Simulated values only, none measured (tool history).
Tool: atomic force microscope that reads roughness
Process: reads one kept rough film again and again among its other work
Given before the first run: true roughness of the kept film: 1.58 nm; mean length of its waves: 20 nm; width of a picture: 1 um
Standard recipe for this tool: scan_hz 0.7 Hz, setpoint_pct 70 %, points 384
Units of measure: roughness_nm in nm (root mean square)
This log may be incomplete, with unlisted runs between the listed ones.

run  hour  scan_hz  setpoint_pct  points  roughness_nm
  1     0      0.7            70     384         1.234
  2    10      0.7            83     384         1.167
  3  21.6      0.7            70     384         1.155
  4  27.6    1.115            70     384         1.115
  5  39.2    1.115            70     384          1.07
  6  51.1      0.7            87     384         1.012
  7  62.8    1.179            70     433         1.254
  8  71.4    3.201            70     936         1.178
  9  84.1    3.201            70     936          1.12
 10  92.4    2.249            63     420         1.141
 11  98.8    2.249            73     564          1.08

Not shown: 2 entries that the log had between the listed runs. Between which runs, and how does the tool's hidden state differ before and after?
Run 6 -> run 7: new tip fitted (hour 58)
  radius of the tip, nm: 28.3 -> 11.7
  measured minus no-state result, roughness_nm: -0.247 -> -0.025 nm (root mean square)
Run 7 -> run 8: height scale calibrated on a step standard (hour 64.5)
  radius of the tip, nm: 11.7 -> 13.7; height scale over the true one, %: 0.23 -> 0.33
  measured minus no-state result, roughness_nm: -0.025 -> -0.055 nm (root mean square)

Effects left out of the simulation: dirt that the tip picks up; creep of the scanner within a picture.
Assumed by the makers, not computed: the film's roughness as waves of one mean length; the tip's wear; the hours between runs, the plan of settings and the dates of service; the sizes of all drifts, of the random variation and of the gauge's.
